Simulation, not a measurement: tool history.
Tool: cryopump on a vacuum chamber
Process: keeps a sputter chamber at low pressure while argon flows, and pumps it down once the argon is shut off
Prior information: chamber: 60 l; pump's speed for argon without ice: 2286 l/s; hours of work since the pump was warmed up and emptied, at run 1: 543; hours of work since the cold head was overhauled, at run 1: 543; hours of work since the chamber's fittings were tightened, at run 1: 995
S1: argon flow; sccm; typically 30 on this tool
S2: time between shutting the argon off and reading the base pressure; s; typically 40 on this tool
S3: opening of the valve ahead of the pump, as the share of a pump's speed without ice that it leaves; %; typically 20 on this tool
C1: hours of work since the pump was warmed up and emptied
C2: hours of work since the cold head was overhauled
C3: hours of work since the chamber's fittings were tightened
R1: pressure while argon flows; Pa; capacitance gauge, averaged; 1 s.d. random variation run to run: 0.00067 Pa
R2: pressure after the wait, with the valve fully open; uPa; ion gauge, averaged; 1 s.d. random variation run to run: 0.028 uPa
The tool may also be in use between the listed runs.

run 1 day=0.000 | S1=30 S2=40 S3=20 | C1=543 C2=543 C3=995 | R1=0.1174 R2=1.95
run 2 day=2.933 | S1=28 S2=40 S3=20 | C1=580 C2=580 C3=1031 | R1=0.1085 R2=1.92
run 3 day=5.375 | S1=28 S2=40 S3=20 | C1=610 C2=610 C3=1062 | R1=0.1096 R2=1.86
run 4 day=7.417 | S1=28 S2=40 S3=20 | C1=636 C2=636 C3=1088 | R1=0.1086 R2=1.91
run 5 day=9.358 | S1=28 S2=40 S3=20 | C1=660 C2=660 C3=1112 | R1=0.1099 R2=1.91
run 6 day=11.633 | S1=28 S2=40 S3=20 | C1=689 C2=689 C3=1141 | R1=0.1094 R2=1.94
run 7 day=13.875 | S1=28 S2=40 S3=20 | C1=717 C2=717 C3=1169 | R1=0.1110 R2=1.94
run 8 day=16.250 | S1=30 S2=245 S3=20 | C1=747 C2=747 C3=1198 | R1=0.1181 R2=0.72
run 9 day=19.200 | S1=30 S2=40 S3=56 | C1=784 C2=784 C3=1235 | R1=0.0471 R2=1.93
run 10 day=20.983 | S1=30 S2=40 S3=22 | C1=806 C2=806 C3=1258 | R1=0.1106 R2=1.94
run 11 day=22.908 | S1=30 S2=40 S3=22 | C1=830 C2=830 C3=1282 | R1=0.1090 R2=1.98
run 12 day=25.583 | S1=30 S2=40 S3=22 | C1=864 C2=864 C3=1315 | R1=0.1105 R2=2.06
run 13 day=28.133 | S1=30 S2=40 S3=20 | C1=896 C2=896 C3=1347 | R1=0.1201 R2=2.04
run 14 day=31.404 | S1=30 S2=40 S3=20 | C1=937 C2=937 C3=1389 | R1=0.1210 R2=2.00
-- day=33.238 pump warmed up, emptied and cooled again
run 15 day=33.946 | S1=30 S2=40 S3=20 | C1=9 C2=966 C3=1418 | R1=0.1114 R2=1.90
run 16 day=36.196 | S1=30 S2=40 S3=20 | C1=37 C2=995 C3=1446 | R1=0.1121 R2=1.85
run 17 day=39.104 | S1=20 S2=40 S3=19 | C1=74 C2=1031 C3=1483 | R1=0.0796 R2=1.87
run 18 day=41.592 | S1=18 S2=40 S3=20 | C1=105 C2=1062 C3=1514 | R1=0.0671 R2=1.87
-- day=43.404 leaking fittings of the chamber tightened, without venting
run 19 day=43.642 | S1=23 S2=139 S3=46 | C1=129 C2=1087 C3=3 | R1=0.0386 R2=0.55
run 20 day=45.804 | S1=23 S2=139 S3=46 | C1=157 C2=1114 C3=30 | R1=0.0391 R2=0.59
run 21 day=47.658 | S1=23 S2=139 S3=46 | C1=180 C2=1137 C3=53 | R1=0.0382 R2=0.54
run 22 day=50.908 | S1=23 S2=139 S3=46 | C1=221 C2=1178 C3=94 | R1=0.0377 R2=0.68
run 23 day=53.592 | S1=23 S2=139 S3=46 | C1=254 C2=1212 C3=128 | R1=0.0393 R2=0.61
run 24 day=55.671 | S1=37 S2=175 S3=28 | C1=280 C2=1238 C3=154 | R1=0.1011 R2=0.55
run 25 day=57.467 | S1=30 S2=138 S3=46 | C1=303 C2=1260 C3=176 | R1=0.0514 R2=0.62
run 26 day=60.442 | S1=20 S2=40 S3=38 | C1=340 C2=1298 C3=214 | R1=0.0408 R2=1.70
run 27 day=63.262 | S1=20 S2=40 S3=38 | C1=376 C2=1333 C3=249 | R1=0.0423 R2=1.67
run 28 day=65.329 | S1=30 S2=40 S3=15 | C1=402 C2=1359 C3=275 | R1=0.1529 R2=1.74
run 29 day=67.825 | S1=30 S2=97 S3=33 | C1=433 C2=1390 C3=306 | R1=0.0720 R2=0.80

Predict each of these 5 candidate next runs independently; none follows another, all start after run 29:
run A day=71.158 | S1=30 S2=97 S3=41 | C1=475 C2=1432 C3=348 | R1=? R2=?
run B day=71.158 | S1=44 S2=66 S3=31 | C1=475 C2=1432 C3=348 | R1=? R2=?
run C day=71.158 | S1=39 S2=97 S3=33 | C1=475 C2=1432 C3=348 | R1=? R2=?
run D day=71.158 | S1=30 S2=241 S3=58 | C1=475 C2=1432 C3=348 | R1=? R2=?
run E day=71.158 | S1=30 S2=105 S3=20 | C1=475 C2=1432 C3=348 | R1=? R2=?

run=A R1=0.0585 R2=0.85
run=B R1=0.1123 R2=1.11
run=C R1=0.0942 R2=0.85
run=D R1=0.0440 R2=0.47
run=E R1=0.1166 R2=0.79
Stripped of hidden state, with their random variation kept, the same runs would have yielded:
run=A R1=0.0537 R2=0.75
run=B R1=0.1052 R2=1.00
run=C R1=0.0880 R2=0.74
run=D R1=0.0392 R2=0.36
run=E R1=0.1118 R2=0.69

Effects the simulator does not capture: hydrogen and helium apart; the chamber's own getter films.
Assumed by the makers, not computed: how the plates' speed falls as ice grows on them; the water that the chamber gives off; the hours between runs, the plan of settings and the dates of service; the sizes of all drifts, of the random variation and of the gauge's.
